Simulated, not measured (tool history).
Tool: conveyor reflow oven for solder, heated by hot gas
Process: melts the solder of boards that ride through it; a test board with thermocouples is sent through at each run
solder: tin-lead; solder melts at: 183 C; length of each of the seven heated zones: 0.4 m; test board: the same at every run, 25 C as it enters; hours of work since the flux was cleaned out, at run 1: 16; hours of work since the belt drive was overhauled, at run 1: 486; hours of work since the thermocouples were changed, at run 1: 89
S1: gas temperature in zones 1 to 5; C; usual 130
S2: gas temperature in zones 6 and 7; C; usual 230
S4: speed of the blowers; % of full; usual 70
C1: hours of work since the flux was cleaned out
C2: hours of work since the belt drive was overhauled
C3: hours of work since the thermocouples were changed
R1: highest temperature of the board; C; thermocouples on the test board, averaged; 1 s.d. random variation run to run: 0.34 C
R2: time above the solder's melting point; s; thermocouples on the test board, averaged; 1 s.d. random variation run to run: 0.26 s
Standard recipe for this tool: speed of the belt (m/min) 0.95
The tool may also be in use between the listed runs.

run 1 day=0 | S1=130 S2=230 speed_of_the_belt_(m/min)=0.95 S4=70 | C1=16 C2=486 C3=89 | R1=211.7 R2=33.2
run 2 day=0.329 | S1=130 S2=230 speed_of_the_belt_(m/min)=0.95 S4=70 | C1=21 C2=491 C3=94 | R1=211.2 R2=33.2
run 3 day=0.912 | S1=137 S2=230 speed_of_the_belt_(m/min)=0.95 S4=70 | C1=30 C2=500 C3=104 | R1=212.2 R2=35.5
run 4 day=1.683 | S1=130 S2=230 speed_of_the_belt_(m/min)=0.95 S4=70 | C1=42 C2=512 C3=116 | R1=211.6 R2=32.8
run 5 day=2.1 | S1=130 S2=230 speed_of_the_belt_(m/min)=0.95 S4=70 | C1=49 C2=519 C3=122 | R1=211.6 R2=32.7
run 6 day=2.633 | S1=130 S2=230 speed_of_the_belt_(m/min)=0.95 S4=70 | C1=57 C2=527 C3=130 | R1=211 R2=32.3
run 7 day=3.175 | S1=130 S2=230 speed_of_the_belt_(m/min)=0.95 S4=70 | C1=66 C2=536 C3=139 | R1=210.7 R2=33.4
run 8 day=3.912 | S1=130 S2=230 speed_of_the_belt_(m/min)=0.95 S4=70 | C1=77 C2=547 C3=150 | R1=211.2 R2=32.2
run 9 day=4.571 | S1=130 S2=230 speed_of_the_belt_(m/min)=0.95 S4=70 | C1=87 C2=557 C3=160 | R1=211.5 R2=32.9
run 10 day=4.996 | S1=129 S2=230 speed_of_the_belt_(m/min)=0.979 S4=71 | C1=94 C2=564 C3=167 | R1=209.6 R2=30.6
-- day=5.271 flux residue cleaned out of gas plates and filters
run 11 day=5.867 | S1=129 S2=230 speed_of_the_belt_(m/min)=0.979 S4=71 | C1=9 C2=574 C3=177 | R1=208.8 R2=29.8
run 12 day=6.521 | S1=145 S2=230 speed_of_the_belt_(m/min)=0.979 S4=71 | C1=19 C2=584 C3=188 | R1=212.1 R2=35.7
run 13 day=6.954 | S1=145 S2=230 speed_of_the_belt_(m/min)=0.979 S4=71 | C1=26 C2=591 C3=194 | R1=213 R2=36
-- day=7.771 flux residue cleaned out of gas plates and filters, once more
run 14 day=7.883 | S1=145 S2=230 speed_of_the_belt_(m/min)=0.979 S4=71 | C1=2 C2=602 C3=206 | R1=214.3 R2=37
run 15 day=8.404 | S1=145 S2=230 speed_of_the_belt_(m/min)=0.979 S4=71 | C1=10 C2=611 C3=214 | R1=214.3 R2=36.9

Some steps in R1, run to run, broken into two amounts with sign: the step expected even without the hidden condition (settings, incoming material, random variation), and the rest, left for the hidden condition together with whatever gauge scatter is not in both the measured and the hidden-condition-free result:
The tool's hidden condition here consists of: heat that the gas passes to the board, % of a clean oven's; belt's true speed, % of the reading; true gas temperature in zones 6 and 7 over the reading, C; drift of the gauge itself on peak_c, C; drift of the gauge itself on liquid_s, %.
Run 11 -> 12: S1 129 -> 145. R1 +3.3 C: hidden state +0.2, all else +3.1.
Run 13 -> 14: flux residue cleaned out of gas plates and filters, once more. R1 +1.3 C: hidden state +1.6, all else -0.3.
